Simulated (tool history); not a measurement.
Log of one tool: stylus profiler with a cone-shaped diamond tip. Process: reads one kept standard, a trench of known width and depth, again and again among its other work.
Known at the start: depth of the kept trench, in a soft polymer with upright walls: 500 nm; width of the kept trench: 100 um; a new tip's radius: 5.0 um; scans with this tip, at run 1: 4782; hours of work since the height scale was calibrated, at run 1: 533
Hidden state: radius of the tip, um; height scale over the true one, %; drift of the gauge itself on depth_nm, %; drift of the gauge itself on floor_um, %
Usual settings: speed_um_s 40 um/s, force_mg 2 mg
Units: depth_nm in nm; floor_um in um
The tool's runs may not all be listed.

run	hour	speed_um_s	force_mg	scans with this tip	hours of work since the height scale was calibrated	depth_nm	floor_um
1	0	40	2	4782	533	504.18	94.81
2	27.9	40	2	4899	546	504.2	94.85
3	50.8	40	2	4995	557	504.24	94.83
4	74.8	40	2	5096	568	504.4	94.72
5	90.8	40	2	5163	575	504.34	94.78
6	114.2	40	2	5261	586	504.34	94.76
7	148.4	40	2	5405	602	504.38	94.71
8	180.1	40	0.69	5538	617	502.3	94.72
9	199.5	40	0.69	5619	626	502.46	94.66
10	215.5	40	0.69	5687	634	502.31	94.65
11	236.4	40	0.69	5775	643	502.34	94.59
12	256.2	40	3.64	5858	653	506.2	94.7
13	284.3	40	3.64	5976	666	506.46	94.69
14	308.6	40	3.64	6078	677	506.42	94.74
15	342.5	29	2	6220	693	504.35	94.69
16	357.8	29	2	6285	700	504.52	94.63
17	372.6	29	2	6347	707	504.51	94.66
18	393.1	29	2	6433	717	504.44	94.6
19	424	29	2	6562	731	504.3	94.63
20	442.9	40	2	6642	740	504.55	94.57
21	460.8	40	2	6717	749	504.52	94.59
22	480.7	21	2	6801	758	504.58	94.58
23	496.3	21	2	6866	765	504.46	94.53
24	519.3	16	2	6963	776	504.58	94.61
25	550	16	2.24	7092	790	504.96	94.54
26	571.7	43	1.95	7183	800	504.57	94.47
27	593.6	41	0.67	7275	811	502.45	94.43
28	619.4	41	1.14	7383	823	503.32	94.47
29	651.2	44	2.94	7517	838	505.82	94.48
30	676.5	44	2.94	7623	849	505.72	94.47
31	696.3	127	2	7706	859	504.63	94.17
32	714.9	18	2.6	7784	867	505.34	94.49
33	740.5	47	5.88	7892	879	508.83	94.44
# hour 743.2: height scale calibrated on a step standard
34	762.5	84	5.53	7982	9	508.8	94.39
35	796.1	11	5.08	8124	25	508.31	94.47
36	821.1	47	4.94	8228	36	508.16	94.41
37	838.7	47	4.94	8302	45	508.14	94.37

Run 38 comes next. What will it give?
38	866	80	4.94	8417	57	?	?

Run 38 gave depth_nm 508.23 nm, floor_um 94.3 um.
Without the tool's hidden state the same run would have given depth_nm 507.16 nm, floor_um 95.53 um.

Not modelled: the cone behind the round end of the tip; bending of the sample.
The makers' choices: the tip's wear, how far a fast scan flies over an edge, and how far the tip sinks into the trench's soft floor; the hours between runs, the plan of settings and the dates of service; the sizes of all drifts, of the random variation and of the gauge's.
